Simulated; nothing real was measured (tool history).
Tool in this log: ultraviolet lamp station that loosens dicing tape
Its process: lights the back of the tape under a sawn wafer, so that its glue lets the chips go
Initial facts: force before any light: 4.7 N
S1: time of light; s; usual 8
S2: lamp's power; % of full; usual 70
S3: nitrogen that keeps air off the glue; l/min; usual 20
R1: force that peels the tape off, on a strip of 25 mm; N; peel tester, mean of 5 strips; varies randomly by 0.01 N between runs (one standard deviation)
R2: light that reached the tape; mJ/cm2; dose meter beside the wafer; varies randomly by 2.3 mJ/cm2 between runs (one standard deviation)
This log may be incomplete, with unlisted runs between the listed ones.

Run 1, hour 0.0: usual settings. Result: R1 0.437 N, R2 206 mJ/cm2.
Run 2, hour 41.4: usual settings. Result: R1 0.437 N, R2 210 mJ/cm2.
Run 3, hour 123.1: usual settings. Result: R1 0.442 N, R2 207 mJ/cm2.
Run 4, hour 207.5: usual settings but S3 6 l/min. Result: R1 0.861 N, R2 211 mJ/cm2.
Run 5, hour 251.1: usual settings but S2 72 % of full. Result: R1 0.423 N, R2 213 mJ/cm2.
Run 6, hour 285.8: usual settings but S2 72 % of full. Result: R1 0.413 N, R2 215 mJ/cm2.
Run 7, hour 364.5: usual settings but S1 5 s, S2 72 % of full. Result: R1 0.830 N, R2 132 mJ/cm2.
Run 8, hour 413.2: usual settings but S1 5 s, S2 72 % of full. Result: R1 0.832 N, R2 131 mJ/cm2.
At hour 417.7: window cleaned of glue's vapour.
Run 9, hour 462.0: usual settings but S1 5 s, S2 72 % of full. Result: R1 0.882 N, R2 132 mJ/cm2.
Run 10, hour 499.6: usual settings but S1 12 s. Result: R1 0.276 N, R2 313 mJ/cm2.
Run 11, hour 558.5: usual settings but S1 12 s. Result: R1 0.285 N, R2 314 mJ/cm2.
Run 12, hour 614.5: usual settings but S1 7 s. Result: R1 0.533 N, R2 183 mJ/cm2.
Run 13, hour 679.2: usual settings but S2 81 % of full. Result: R1 0.365 N, R2 240 mJ/cm2.
Run 14, hour 760.0: usual settings but S2 81 % of full. Result: R1 0.367 N, R2 244 mJ/cm2.
Run 15, hour 835.0: usual settings but S1 10 s, S2 75 % of full. Result: R1 0.315 N, R2 282 mJ/cm2.
At hour 867.4: window cleaned of glue's vapour.
Run 16, hour 887.5: usual settings but S1 10 s, S2 75 % of full. Result: R1 0.303 N, R2 274 mJ/cm2.
Run 17, hour 957.0: usual settings but S1 7 s, S3 17 l/min. Result: R1 0.580 N, R2 181 mJ/cm2.
Run 18, hour 1014.1: usual settings but S1 10 s, S2 96 % of full, S3 29 l/min. Result: R1 0.250 N, R2 354 mJ/cm2.
Run 19, hour 1079.5: usual settings but S1 12 s, S2 98 % of full, S3 29 l/min. Result: R1 0.237 N, R2 434 mJ/cm2.
Run 20, hour 1154.5: usual settings but S2 67 % of full, S3 13 l/min. Result: R1 0.564 N, R2 199 mJ/cm2.
Run 21, hour 1203.2: usual settings but S2 75 % of full, S3 7 l/min. Result: R1 0.698 N, R2 223 mJ/cm2.
Run 22, hour 1249.1: usual settings but S1 5 s. Result: R1 0.892 N, R2 126 mJ/cm2.
At hour 1275.7: lamp changed.
Run 23, hour 1309.8: usual settings but S1 10 s, S2 66 % of full. Result: R1 0.351 N, R2 241 mJ/cm2.
At hour 1316.8: window cleaned of glue's vapour.
Run 24, hour 1386.7: usual settings but S1 10 s, S2 88 % of full, S3 9 l/min. Result: R1 0.353 N, R2 329 mJ/cm2.
Run 25, hour 1467.1: usual settings but S1 7 s, S2 98 % of full, S3 35 l/min. Result: R1 0.295 N, R2 251 mJ/cm2.

Run 26 has not been measured yet. What should we expect?
Run 26, hour 1518.3: usual settings but S1 4 s, S2 95 % of full, S3 27 l/min. Result: R1 ?, R2 ?.

{"run 26": {"R1": 0.684, "R2": 142}}
Minus the tool's unlogged condition, the same run would have read R1 0.683 N, R2 142 mJ/cm2.
